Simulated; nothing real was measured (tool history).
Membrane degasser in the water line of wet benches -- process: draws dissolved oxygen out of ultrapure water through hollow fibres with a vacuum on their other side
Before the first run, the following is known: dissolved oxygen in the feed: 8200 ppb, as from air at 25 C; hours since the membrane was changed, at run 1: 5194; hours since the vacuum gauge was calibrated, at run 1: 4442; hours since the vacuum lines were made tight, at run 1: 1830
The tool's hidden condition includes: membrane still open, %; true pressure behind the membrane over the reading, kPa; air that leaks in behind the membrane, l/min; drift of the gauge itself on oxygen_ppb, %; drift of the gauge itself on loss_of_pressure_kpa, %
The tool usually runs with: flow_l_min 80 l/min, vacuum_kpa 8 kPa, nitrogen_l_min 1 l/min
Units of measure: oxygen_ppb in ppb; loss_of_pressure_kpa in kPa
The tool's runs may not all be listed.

run	hour	flow_l_min	vacuum_kpa	nitrogen_l_min	hours since the membrane was changed	hours since the vacuum gauge was calibrated	hours since the vacuum lines were made tight	oxygen_ppb	loss_of_pressure_kpa
1	0	80	8	1	5194	4442	1830	638	60.71
2	258.7	80	8	1	5453	4701	2089	633.9	61.09
3	482.7	80	8	1	5677	4925	2313	642.8	61.13
4	693.8	80	7.09	1	5888	5136	2524	528	61.01
5	942.6	80	7.09	1	6137	5385	2773	528.1	61.15
6	1223.7	80	7.09	1	6418	5666	3054	532.7	61.11
7	1434.6	80	7.09	1	6629	5877	3265	526.7	60.96
8	1683	67	8	1	6877	6125	3513	561.2	51.21
9	1804.8	67	8	1	6999	6247	3635	562.3	51.55
10	1958.3	80	8	1	7153	6400	3789	635.6	61.38
11	2134.4	80	8	1	7329	6576	3965	640.8	61.75
# hour 2336.4: vacuum gauge calibrated
12	2382.7	80	8	1.17	7577	46	4213	563.4	61.93
13	2498.9	80	8	1.17	7693	162	4329	569.1	61.78
14	2639.3	80	8	1.17	7833	303	4469	566.6	61.71
15	2755.4	80	8	1	7949	419	4585	625.4	61.7
16	3021.9	80	8	1	8216	685	4852	625.9	61.76
17	3155.2	80	8	1	8349	819	4985	634.5	61.87
18	3347.2	80	8	1	8541	1011	5177	626.6	61.94
19	3524	98	8	0.85	8718	1188	5354	803.3	76.6
20	3775.3	76	8	1.15	8969	1439	5605	554.3	58.82
21	4005.9	53	13.07	1.15	9200	1670	5836	822.9	40.81
22	4272.6	79	8	0.84	9467	1936	6102	700.7	61.4
23	4541.2	56	9.3	0.84	9735	2205	6371	691.1	43.71
24	4825.8	103	6.34	2.02	10020	2489	6656	354.8	80.79
25	5095.5	103	6.34	2.02	10289	2759	6925	356.7	80.71
26	5318.9	104	7.04	1.55	10513	2983	7149	500.5	81.06
27	5451.2	104	7.04	1.55	10645	3115	7281	499.3	81.15
28	5628.3	104	7.04	1.55	10822	3292	7458	503.8	82.03
# hour 5748.4: seals of the vacuum lines changed
29	5817.6	65	6.97	1.23	11009	3479	69	378.6	51.23
30	5980.9	52	6.97	0.73	11173	3642	232	456	40.44
31	6213.4	52	6.97	0.73	11405	3875	465	460.5	40.82
32	6420.2	107	7.44	1	11612	4082	672	715.2	83.95
33	6578.6	69	7.44	1.33	11771	4240	830	422.1	53.94

Predict each of these 3 candidate next runs independently; none follows another, all start after run 33:
A	6731.5	80	18.88	2.66	11923	4393	983	?	?
B	6731.5	63	9.53	1	11923	4393	983	?	?
C	6731.5	82	6.43	1.54	11923	4393	983	?	?

run	oxygen_ppb	loss_of_pressure_kpa
A	927.2	63.15
B	691.9	49.28
C	346.6	64.65
Had the tool no hidden state, the same runs would have come out as:
run	oxygen_ppb	loss_of_pressure_kpa
A	916.2	59.2
B	681	46.19
C	330.7	60.62
